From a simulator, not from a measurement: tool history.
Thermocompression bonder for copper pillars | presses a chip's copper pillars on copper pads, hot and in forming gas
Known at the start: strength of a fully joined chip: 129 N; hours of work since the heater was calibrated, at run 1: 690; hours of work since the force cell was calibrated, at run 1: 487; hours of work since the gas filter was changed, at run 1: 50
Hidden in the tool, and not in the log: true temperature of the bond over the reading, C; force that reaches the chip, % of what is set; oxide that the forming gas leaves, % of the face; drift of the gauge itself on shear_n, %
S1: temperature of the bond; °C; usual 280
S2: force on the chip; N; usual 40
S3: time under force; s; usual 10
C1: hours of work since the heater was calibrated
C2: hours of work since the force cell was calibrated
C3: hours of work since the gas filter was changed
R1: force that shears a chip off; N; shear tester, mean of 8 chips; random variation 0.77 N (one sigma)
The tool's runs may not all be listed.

| run | day | S1 | S2 | S3 | C1 | C2 | C3 | R1 |
|---|---|---|---|---|---|---|---|---|
| 1 | 0 | 280 | 40 | 10 | 690 | 487 | 50 | 65.9 |
| 2 | 1.412 | 280 | 40 | 10 | 710 | 506 | 69 | 65.3 |
| 3 | 2.8 | 280 | 40 | 10 | 728 | 525 | 87 | 64.3 |
| 4 | 3.879 | 310 | 40 | 10 | 743 | 539 | 102 | 88.6 |
| 5 | 4.638 | 310 | 40 | 10 | 753 | 549 | 112 | 86.7 |
| 6 | 5.658 | 280 | 40 | 10 | 767 | 563 | 126 | 63.8 |
| 7 | 6.392 | 280 | 40 | 10 | 777 | 573 | 136 | 65.9 |
| 8 | 7.567 | 280 | 58 | 10 | 793 | 589 | 152 | 78.1 |
| 9 | 8.771 | 280 | 40 | 10 | 809 | 605 | 168 | 64.7 |
| 10 | 10.3 | 280 | 40 | 10 | 830 | 626 | 189 | 65.1 |
| 11 | 11.7 | 280 | 40 | 10 | 848 | 645 | 208 | 65.7 |
| 12 | 13.254 | 280 | 40 | 6 | 869 | 666 | 229 | 54.4 |
| 13 | 14.492 | 280 | 40 | 10 | 886 | 683 | 245 | 64.9 |
| 14 | 15.183 | 280 | 40 | 10 | 896 | 692 | 255 | 64.9 |
| 15 | 16.104 | 280 | 40 | 10 | 908 | 704 | 267 | 63.5 |
| 16 | 17.412 | 280 | 40 | 16 | 926 | 722 | 285 | 75 |
| 17 | 18.992 | 280 | 40 | 10 | 947 | 743 | 306 | 65 |
| 18 | 20.117 | 280 | 40 | 10 | 962 | 759 | 321 | 62.8 |
| 19 | 21.179 | 280 | 40 | 8 | 977 | 773 | 336 | 60.2 |
| 20 | 21.883 | 280 | 40 | 8 | 986 | 782 | 345 | 60.7 |
| 21 | 23.179 | 280 | 40 | 8 | 1004 | 800 | 363 | 60.1 |
| 22 | 24.3 | 308 | 37 | 10 | 1019 | 815 | 378 | 82.8 |
| 23 | 24.95 | 308 | 27 | 8 | 1028 | 824 | 387 | 66.2 |
| 24 | 26.412 | 308 | 27 | 8 | 1047 | 844 | 406 | 67.6 |
| 25 | 27.458 | 308 | 27 | 8 | 1061 | 858 | 421 | 66.9 |
| 26 | 28.271 | 297 | 58 | 9 | 1072 | 869 | 432 | 90.9 |
|  | 29.55 | forming gas filter changed |
| 27 | 29.842 | 297 | 58 | 9 | 1093 | 890 | 4 | 92.6 |
| 28 | 30.483 | 291 | 40 | 10 | 1102 | 898 | 13 | 75.3 |
| 29 | 31.967 | 272 | 40 | 10 | 1122 | 918 | 33 | 62.2 |
| 30 | 32.642 | 272 | 40 | 7 | 1131 | 927 | 42 | 53.6 |
| 31 | 33.383 | 272 | 40 | 7 | 1141 | 938 | 52 | 53.8 |
| 32 | 34.329 | 272 | 40 | 7 | 1154 | 950 | 65 | 55.2 |
| 33 | 35.65 | 272 | 40 | 7 | 1172 | 968 | 82 | 54.3 |
|  | 36.221 | heater calibrated with a thermocouple chip |
| 34 | 37.125 | 309 | 32 | 8 | 12 | 987 | 101 | 65.3 |

Run 35 comes next. What will it give?
| 35 | 38.208 | 299 | 47 | 19 | 27 | 1002 | 116 | ? |

Run 35 gave R1 94.5 N.
Without the tool's hidden state the same run would have given R1 97.3 N.

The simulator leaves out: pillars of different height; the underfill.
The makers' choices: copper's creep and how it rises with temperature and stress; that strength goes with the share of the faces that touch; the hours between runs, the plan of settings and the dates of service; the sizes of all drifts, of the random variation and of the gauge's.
